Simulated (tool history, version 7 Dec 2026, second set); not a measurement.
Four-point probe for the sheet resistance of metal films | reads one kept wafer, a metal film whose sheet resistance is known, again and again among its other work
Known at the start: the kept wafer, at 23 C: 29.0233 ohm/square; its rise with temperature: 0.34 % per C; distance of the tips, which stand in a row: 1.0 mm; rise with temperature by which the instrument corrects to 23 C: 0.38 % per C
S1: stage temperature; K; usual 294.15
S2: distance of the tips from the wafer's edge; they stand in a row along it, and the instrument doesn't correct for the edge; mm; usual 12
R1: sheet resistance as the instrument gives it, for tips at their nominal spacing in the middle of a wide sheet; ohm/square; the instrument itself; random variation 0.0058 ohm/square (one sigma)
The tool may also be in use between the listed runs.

run	hour	S1	S2	R1
1	0	294.15	12	29.211001
2	13.2	294.15	21	29.138154
3	31.4	294.15	21	29.135722
4	41.8	295.15	12	29.210331
5	60.7	303.15	12	29.109549
6	71.9	294.15	53	29.105495
7	87.9	307.15	12	29.052329
8	95.7	307.15	12	29.047342
9	104.8	294.15	69	29.09276
10	113.6	294.15	69	29.10396
11	131.9	299.15	51	29.044259
12	145.1	303.15	12	29.145845
13	158	292.15	6	29.606232
14	174.6	292.15	6	29.602144
15	191.3	292.15	6	29.601506
16	199.6	304.15	55	29.036973

Taken out of this log: 2 entries between the listed runs. Where each belongs, and how the hidden state differs across it:
Between runs 6 and 7: stage's thermometer calibrated (hour 73.8)
  inner tips' distance over the nominal, %: 0.299 -> 0.302; tips' flats over new ones', %: 3 -> 4; wafer's true temperature over the reading, C: -0.37 -> -0.49
  measured less the result without the state, R1: +0.057355 -> +0.048225 ohm/square
Between runs 11 and 12: stage's thermometer calibrated, once more (hour 145.1)
  inner tips' distance over the nominal, %: 0.311 -> 0.313; wafer's true temperature over the reading, C: -0.5 -> -0.02
  measured less the result without the state, R1: +0.048816 -> +0.096982 ohm/square
